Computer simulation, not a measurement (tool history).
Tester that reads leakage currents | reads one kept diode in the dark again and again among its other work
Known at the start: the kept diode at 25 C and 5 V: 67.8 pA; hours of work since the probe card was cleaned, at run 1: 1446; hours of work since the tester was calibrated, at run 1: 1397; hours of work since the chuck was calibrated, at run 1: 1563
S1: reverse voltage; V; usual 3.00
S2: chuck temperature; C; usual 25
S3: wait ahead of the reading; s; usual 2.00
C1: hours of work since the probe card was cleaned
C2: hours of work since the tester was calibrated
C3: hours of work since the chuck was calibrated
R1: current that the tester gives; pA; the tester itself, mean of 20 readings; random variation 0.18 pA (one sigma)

run 1 day=0.000 | S1=3.00 S2=25 S3=2.00 | C1=1446 C2=1397 C3=1563 | R1=62.18
run 2 day=1.625 | S1=3.00 S2=25 S3=2.00 | C1=1463 C2=1415 C3=1581 | R1=62.25
run 3 day=4.238 | S1=3.00 S2=25 S3=2.00 | C1=1492 C2=1444 C3=1610 | R1=62.56
run 4 day=5.675 | S1=3.00 S2=25 S3=2.00 | C1=1508 C2=1460 C3=1626 | R1=62.86
run 5 day=7.996 | S1=3.00 S2=25 S3=2.00 | C1=1534 C2=1485 C3=1651 | R1=62.69
run 6 day=9.808 | S1=7.26 S2=25 S3=2.00 | C1=1554 C2=1505 C3=1671 | R1=95.11
run 7 day=12.996 | S1=7.26 S2=25 S3=2.00 | C1=1589 C2=1541 C3=1707 | R1=95.19
run 8 day=15.138 | S1=3.00 S2=25 S3=9.83 | C1=1613 C2=1564 C3=1730 | R1=62.61
run 9 day=17.775 | S1=3.00 S2=25 S3=9.83 | C1=1642 C2=1593 C3=1759 | R1=62.86
run 10 day=20.108 | S1=3.00 S2=25 S3=9.83 | C1=1667 C2=1619 C3=1785 | R1=63.01
run 11 day=23.479 | S1=16.54 S2=22 S3=0.70 | C1=1705 C2=1656 C3=1822 | R1=128.39
run 12 day=26.492 | S1=14.33 S2=35 S3=2.70 | C1=1738 C2=1689 C3=1856 | R1=275.53
run 13 day=27.954 | S1=3.77 S2=52 S3=1.14 | C1=1754 C2=1706 C3=1872 | R1=551.44
run 14 day=31.250 | S1=3.77 S2=52 S3=1.14 | C1=1790 C2=1742 C3=1908 | R1=556.07
run 15 day=34.496 | S1=12.45 S2=41 S3=0.56 | C1=1826 C2=1778 C3=1944 | R1=412.59

Forecast run 16:
run 16 day=36.717 | S1=12.45 S2=51 S3=1.58 | C1=1851 C2=1802 C3=1968 | R1=?

Run 16 gave R1 840.34 pA.
Without the tool's hidden state the same run would have given R1 796.25 pA.
